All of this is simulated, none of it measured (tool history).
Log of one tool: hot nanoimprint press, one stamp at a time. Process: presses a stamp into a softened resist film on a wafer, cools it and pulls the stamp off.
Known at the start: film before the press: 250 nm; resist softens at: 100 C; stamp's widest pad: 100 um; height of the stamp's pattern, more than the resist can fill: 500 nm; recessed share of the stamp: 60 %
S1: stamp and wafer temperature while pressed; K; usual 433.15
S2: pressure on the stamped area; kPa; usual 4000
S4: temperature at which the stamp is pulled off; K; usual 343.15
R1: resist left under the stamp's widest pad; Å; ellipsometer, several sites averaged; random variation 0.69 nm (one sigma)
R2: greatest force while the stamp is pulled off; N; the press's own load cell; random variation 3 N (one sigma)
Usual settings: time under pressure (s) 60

run 1 hour=0.0 | S1=433.15 S2=4000 time_under_pressure_(s)=60 S4=343.15 | R1=1111 R2=141
run 2 hour=37.8 | S1=433.15 S2=4000 time_under_pressure_(s)=60 S4=343.15 | R1=1118 R2=149
run 3 hour=83.9 | S1=433.15 S2=4000 time_under_pressure_(s)=60 S4=329.15 | R1=1126 R2=184
run 4 hour=129.9 | S1=433.15 S2=4000 time_under_pressure_(s)=60 S4=329.15 | R1=1129 R2=200
run 5 hour=174.2 | S1=433.15 S2=4000 time_under_pressure_(s)=60 S4=343.15 | R1=1133 R2=173
run 6 hour=218.5 | S1=433.15 S2=4000 time_under_pressure_(s)=60 S4=343.15 | R1=1136 R2=169
run 7 hour=247.4 | S1=433.15 S2=4000 time_under_pressure_(s)=60 S4=343.15 | R1=1141 R2=188
run 8 hour=295.5 | S1=433.15 S2=4000 time_under_pressure_(s)=60 S4=343.15 | R1=1143 R2=184
-- hour=304.9 stamp cleaned and given a new release coat
run 9 hour=327.2 | S1=433.15 S2=4000 time_under_pressure_(s)=60 S4=343.15 | R1=1136 R2=147
run 10 hour=374.8 | S1=433.15 S2=4000 time_under_pressure_(s)=60 S4=343.15 | R1=1155 R2=150
run 11 hour=403.2 | S1=434.15 S2=4000 time_under_pressure_(s)=60 S4=343.15 | R1=1108 R2=152
run 12 hour=450.6 | S1=434.15 S2=4000 time_under_pressure_(s)=60 S4=343.15 | R1=1105 R2=164
run 13 hour=486.4 | S1=434.15 S2=4000 time_under_pressure_(s)=60 S4=343.15 | R1=1110 R2=164
run 14 hour=531.9 | S1=434.15 S2=4000 time_under_pressure_(s)=60 S4=343.15 | R1=1106 R2=169
run 15 hour=580.4 | S1=434.15 S2=4000 time_under_pressure_(s)=60 S4=343.15 | R1=1123 R2=174
-- hour=601.6 plate thermocouple calibrated
-- hour=614.6 stamp cleaned and given a new release coat
run 16 hour=629.5 | S1=434.15 S2=4000 time_under_pressure_(s)=60 S4=343.15 | R1=1155 R2=150
run 17 hour=653.6 | S1=433.15 S2=6290 time_under_pressure_(s)=53 S4=350.15 | R1=1054 R2=137
run 18 hour=696.4 | S1=433.15 S2=4000 time_under_pressure_(s)=60 S4=341.15 | R1=1212 R2=157
run 19 hour=737.8 | S1=433.15 S2=4000 time_under_pressure_(s)=113 S4=332.15 | R1=952 R2=190
run 20 hour=778.3 | S1=442.15 S2=4000 time_under_pressure_(s)=113 S4=332.15 | R1=658 R2=191
run 21 hour=810.7 | S1=442.15 S2=4000 time_under_pressure_(s)=113 S4=332.15 | R1=651 R2=197
-- hour=825.8 plate thermocouple calibrated, once more
run 22 hour=848.8 | S1=425.15 S2=3780 time_under_pressure_(s)=113 S4=332.15 | R1=1227 R2=197
run 23 hour=881.7 | S1=425.15 S2=3780 time_under_pressure_(s)=113 S4=332.15 | R1=1234 R2=208
run 24 hour=901.7 | S1=425.15 S2=3780 time_under_pressure_(s)=113 S4=332.15 | R1=1231 R2=205
-- hour=924.6 stamp cleaned and given a new release coat
run 25 hour=955.5 | S1=433.15 S2=5350 time_under_pressure_(s)=60 S4=339.15 | R1=1002 R2=148
run 26 hour=1003.2 | S1=433.15 S2=5350 time_under_pressure_(s)=60 S4=349.15 | R1=1015 R2=133
run 27 hour=1050.3 | S1=423.15 S2=4000 time_under_pressure_(s)=50 S4=343.15 | R1=1707 R2=154
run 28 hour=1070.4 | S1=423.15 S2=4000 time_under_pressure_(s)=50 S4=343.15 | R1=1722 R2=157

Forecast each of these 4 alternatives for the next run:
run A hour=1102.2 | S1=425.15 S2=4000 time_under_pressure_(s)=50 S4=341.15 | R1=? R2=?
run B hour=1102.2 | S1=423.15 S2=3670 time_under_pressure_(s)=50 S4=339.15 | R1=? R2=?
run C hour=1102.2 | S1=427.15 S2=4150 time_under_pressure_(s)=98 S4=343.15 | R1=? R2=?
run D hour=1102.2 | S1=423.15 S2=4000 time_under_pressure_(s)=93 S4=340.15 | R1=? R2=?

run=A R1=1632 R2=171
run=B R1=1758 R2=174
run=C R1=1183 R2=165
run=D R1=1441 R2=170
Without the tool's hidden state the same runs would have given:
run=A R1=1572 R2=145
run=B R1=1703 R2=148
run=C R1=1126 R2=140
run=D R1=1380 R2=145
